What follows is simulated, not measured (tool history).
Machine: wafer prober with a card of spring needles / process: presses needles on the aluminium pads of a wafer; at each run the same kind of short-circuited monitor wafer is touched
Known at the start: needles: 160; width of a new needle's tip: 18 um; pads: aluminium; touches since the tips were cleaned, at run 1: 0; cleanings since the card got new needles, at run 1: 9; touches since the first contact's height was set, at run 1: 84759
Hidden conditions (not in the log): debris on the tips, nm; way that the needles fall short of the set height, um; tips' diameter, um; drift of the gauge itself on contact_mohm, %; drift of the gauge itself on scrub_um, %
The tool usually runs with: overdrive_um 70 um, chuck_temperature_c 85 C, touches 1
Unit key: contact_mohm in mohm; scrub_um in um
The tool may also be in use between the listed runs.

run,hour,overdrive_um,chuck_temperature_c,touches,touches since the tips were cleaned,cleanings since the card got new needles,touches since the first contact's height was set,contact_mohm,scrub_um
1,0.0,70,85,1,0,9,84759,263,15.62
# hour 31.5: tips cleaned on abrasive film
2,32.4,70,85,1,236,10,93573,269,15.66
# hour 63.1: tips cleaned on abrasive film
3,76.3,81,85,1,3613,11,105530,343,18.07
# hour 94.8: tips cleaned on abrasive film
4,99.9,81,30,1,1416,12,111942,313,18.13
# hour 127.3: tips cleaned on abrasive film
5,130.2,81,30,1,788,13,120161,292,18.05
# hour 160.4: tips cleaned on abrasive film
6,163.0,70,85,1,708,14,129080,316,15.65
# hour 192.0: tips cleaned on abrasive film
7,194.5,70,85,1,692,15,137656,309,15.58
8,217.5,70,85,1,6956,15,143920,389,15.57
# hour 225.4: tips cleaned on abrasive film
# hour 247.2: height of the first contact set anew
# hour 255.3: tips cleaned on abrasive film
9,264.6,70,85,1,2515,17,4695,356,15.79
# hour 285.6: tips cleaned on abrasive film
10,303.7,70,85,1,4951,18,15358,388,15.82
# hour 318.1: tips cleaned on abrasive film
11,326.4,70,85,1,2272,19,21510,358,15.79
# hour 348.3: tips cleaned on abrasive film
12,359.2,70,85,1,2974,20,30445,358,15.77
# hour 380.5: tips cleaned on abrasive film
13,396.1,57,85,1,4257,21,40462,449,12.86
# hour 414.3: tips cleaned on abrasive film
14,421.2,66,106,2,1877,22,47298,320,14.83
# hour 444.4: tips cleaned on abrasive film
15,464.6,66,106,2,5521,23,59114,348,14.75
# hour 478.1: tips cleaned on abrasive film
16,486.7,64,106,2,2361,24,65116,336,14.26
# hour 509.3: tips cleaned on abrasive film
17,518.0,82,85,1,2355,25,73606,332,18.38
# hour 541.5: tips cleaned on abrasive film
18,546.1,61,85,3,1254,26,81244,286,13.64
# hour 573.9: tips cleaned on abrasive film
19,579.9,52,73,1,1630,27,90442,410,11.57
# hour 605.9: tips cleaned on abrasive film
20,610.7,86,59,1,1305,28,98821,300,19.26
# hour 639.5: tips cleaned on abrasive film
21,648.3,70,99,2,2421,29,109062,314,15.68
# hour 670.2: tips cleaned on abrasive film
22,678.4,70,108,1,2241,30,117244,366,15.61
# hour 700.7: tips cleaned on abrasive film
23,715.1,85,32,1,3911,31,127217,336,19.03
# hour 731.4: tips cleaned on abrasive film
24,759.0,63,85,1,7528,32,139161,427,13.98
# hour 764.0: tips cleaned on abrasive film
# hour 795.4: tips cleaned on abrasive film
25,797.5,66,84,2,555,34,149613,283,14.65
# hour 807.4: height of the first contact set anew
# hour 827.2: tips cleaned on abrasive film
26,846.1,66,84,2,5150,35,10525,346,14.90

Forecast each of these 5 alternatives for the next run:
# hour 857.7: tips cleaned on abrasive film
A,867.5,66,84,1,2660,36,16326,?,?
# hour 857.7: tips cleaned on abrasive film
B,867.5,72,28,2,2660,36,16326,?,?
# hour 857.7: tips cleaned on abrasive film
C,867.5,70,84,2,2660,36,16326,?,?
# hour 857.7: tips cleaned on abrasive film
D,867.5,70,85,2,2660,36,16326,?,?
# hour 857.7: tips cleaned on abrasive film
E,867.5,70,118,1,2660,36,16326,?,?

run,contact_mohm,scrub_um
A,367,14.94
B,302,16.29
C,316,15.75
D,317,15.77
E,354,15.74
Without the tool's unlogged condition, the same runs would have read:
run,contact_mohm,scrub_um
A,247,14.98
B,234,16.32
C,251,15.78
D,252,15.81
E,254,15.78
